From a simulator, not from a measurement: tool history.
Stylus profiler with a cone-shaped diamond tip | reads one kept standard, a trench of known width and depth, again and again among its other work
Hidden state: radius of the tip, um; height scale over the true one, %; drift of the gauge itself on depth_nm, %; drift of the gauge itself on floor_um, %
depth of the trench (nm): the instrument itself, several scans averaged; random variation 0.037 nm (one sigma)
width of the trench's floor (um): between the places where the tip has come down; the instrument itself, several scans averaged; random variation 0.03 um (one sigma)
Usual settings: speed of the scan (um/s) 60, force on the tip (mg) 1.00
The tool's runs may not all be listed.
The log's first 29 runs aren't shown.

run	hour	speed of the scan (um/s)	force on the tip (mg)	scans with this tip	hours of work since the height scale was calibrated	depth of the trench (nm)	width of the trench's floor (um)
# hour 548.2: height scale calibrated on a step standard, once more
30	570.2	90	2.14	7592	16	101.08	97.31
31	582.9	90	2.14	7699	26	101.15	97.22
32	600.9	90	2.14	7849	39	101.13	97.23
33	625.3	90	2.14	8053	57	101.05	97.18
34	638.4	90	2.14	8163	66	101.14	97.20
35	659.1	82	0.43	8337	82	100.41	96.88
36	676.7	135	0.79	8483	94	100.56	96.68
# hour 683.3: new tip fitted, height scale calibrated
37	691.4	135	0.79	68	6	100.63	97.82
38	705.3	174	0.65	184	16	100.55	97.41
39	732.4	34	0.94	412	36	100.62	98.31
40	754.0	25	0.60	592	52	100.50	98.35
41	765.8	36	0.95	691	61	100.63	98.31
42	787.8	60	2.06	875	77	101.11	98.21
43	808.3	60	2.06	1047	92	101.15	98.22
44	822.3	83	0.58	1164	102	100.46	97.91
45	847.7	49	0.63	1377	121	100.55	98.02

Forecast each of these 5 alternatives for the next run:
A	862.8	20	1.93	1503	132	?	?
B	862.8	99	0.44	1503	132	?	?
C	862.8	118	0.37	1503	132	?	?
D	862.8	81	0.54	1503	132	?	?
E	862.8	19	0.63	1503	132	?	?

run	depth of the trench (nm)	width of the trench's floor (um)
A	101.06	98.25
B	100.56	97.59
C	100.42	97.33
D	100.49	97.74
E	100.57	98.27
Without the tool's hidden state the same runs would have given:
run	depth of the trench (nm)	width of the trench's floor (um)
A	101.00	98.52
B	100.50	97.86
C	100.36	97.59
D	100.42	98.01
E	100.50	98.53
